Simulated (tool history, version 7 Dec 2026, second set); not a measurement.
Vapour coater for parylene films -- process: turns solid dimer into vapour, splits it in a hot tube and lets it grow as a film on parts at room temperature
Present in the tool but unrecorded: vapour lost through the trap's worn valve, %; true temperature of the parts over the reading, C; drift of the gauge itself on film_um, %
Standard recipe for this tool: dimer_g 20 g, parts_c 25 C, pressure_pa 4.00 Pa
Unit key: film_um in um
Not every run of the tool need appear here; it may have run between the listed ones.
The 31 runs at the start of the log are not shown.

run     day  dimer_g  parts_c  pressure_pa  hours of work since the trap's valve was overhauled  hours of work since the table's thermometer was calibrated  film_um
 32  28.371       25       20         3.30                                                  236                                                        1115    20.31
 33  29.242       20       35         4.00                                                  253                                                        1133     8.64
 34  30.321       20       35         4.00                                                  274                                                        1154     8.78
 35  31.638        9       18         4.00                                                  300                                                        1180     7.66
 36  32.388       20       27         4.85                                                  315                                                        1194    11.53
 37  33.188       17       32         4.94                                                  330                                                        1210     8.12
 38  34.283       27       26         4.27                                                  352                                                        1232    16.46
 39  35.238       27       26         5.66                                                  371                                                        1250    15.55
 40  35.954        8       34         2.97                                                  385                                                        1264     3.69
 41  37.092        8       34         2.97                                                  407                                                        1287     3.66
 42  38.346        8       34         2.97                                                  432                                                        1311     3.69
     39.546  -- table's thermometer calibrated
 43  39.546       20       27         4.00                                                  455                                                           0    12.50
 44  40.462       30       30         3.68                                                  473                                                          18    16.81
 45  41.450       14       26         9.11                                                  492                                                          37     8.11

Below are 3 alternative next runs, each starting from the tool's condition after run 45. Predict each:
  A  42.062        8       19         9.11                                                  504                                                          49        ?
  B  42.062       28       28         4.39                                                  504                                                          49        ?
  C  42.062       36       36         4.00                                                  504                                                          49        ?

run  film_um
  A     6.06
  B    16.31
  C    15.33
Without the tool's unlogged condition, the same runs would have read:
run  film_um
  A     6.35
  B    17.11
  C    16.08
